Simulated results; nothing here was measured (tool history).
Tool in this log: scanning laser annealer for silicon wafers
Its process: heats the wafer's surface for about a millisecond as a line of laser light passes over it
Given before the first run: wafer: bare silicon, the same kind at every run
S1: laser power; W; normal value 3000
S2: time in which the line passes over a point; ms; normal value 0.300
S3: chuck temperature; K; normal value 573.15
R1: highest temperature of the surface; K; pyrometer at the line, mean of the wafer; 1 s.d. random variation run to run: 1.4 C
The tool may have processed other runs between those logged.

run	day	S1	S2	S3	R1
1	0.000	3000	0.300	573.15	1366.15
2	0.483	3000	0.307	573.15	1372.15
3	1.000	3000	0.294	573.15	1358.15
4	1.404	3000	0.294	565.15	1348.15
5	1.721	2724	0.294	565.15	1258.15
6	2.138	2637	0.300	573.15	1244.15
7	2.446	3000	0.222	573.15	1245.15
8	2.983	3000	0.222	573.15	1247.15
9	3.404	3000	0.222	573.15	1250.15
10	3.821	3000	0.222	573.15	1249.15
11	4.062	3000	0.300	573.15	1364.15
12	4.479	3122	0.300	573.15	1408.15
13	4.729	3122	0.300	540.15	1373.15
14	5.254	3122	0.300	540.15	1371.15
15	5.750	3000	0.300	552.15	1345.15
16	6.238	3000	0.300	552.15	1343.15
17	6.521	3056	0.301	544.15	1354.15
18	6.950	2916	0.338	537.15	1350.15
19	7.475	2930	0.300	573.15	1342.15
20	7.996	2930	0.300	573.15	1343.15
21	8.450	3126	0.294	547.15	1372.15
22	8.967	2893	0.301	564.15	1322.15
23	9.312	2645	0.301	581.15	1256.15
24	9.567	2645	0.252	547.15	1162.15
25	10.017	2645	0.252	547.15	1162.15
26	10.458	2645	0.252	569.15	1181.15
27	10.729	2645	0.278	550.15	1198.15
28	11.129	2645	0.278	550.15	1198.15
29	11.454	3155	0.233	550.15	1288.15
30	11.696	3155	0.233	550.15	1285.15
31	12.200	3167	0.223	594.15	1321.15
32	12.679	3167	0.223	594.15	1317.15

5 ways to go on from here, each from the tool as it stands after run 32. What would each give?
A	12.954	3020	0.360	574.15	?
B	12.954	3167	0.223	550.15	?
C	12.954	3000	0.300	543.15	?
D	12.954	2927	0.223	594.15	?
E	12.954	3000	0.238	573.15	?

run	R1
A	1452.15
B	1275.15
C	1334.15
D	1249.15
E	1274.15
With the hidden condition removed and each run's random variation left untouched, the same runs would have given:
run	R1
A	1453.15
B	1276.15
C	1334.15
D	1250.15
E	1274.15
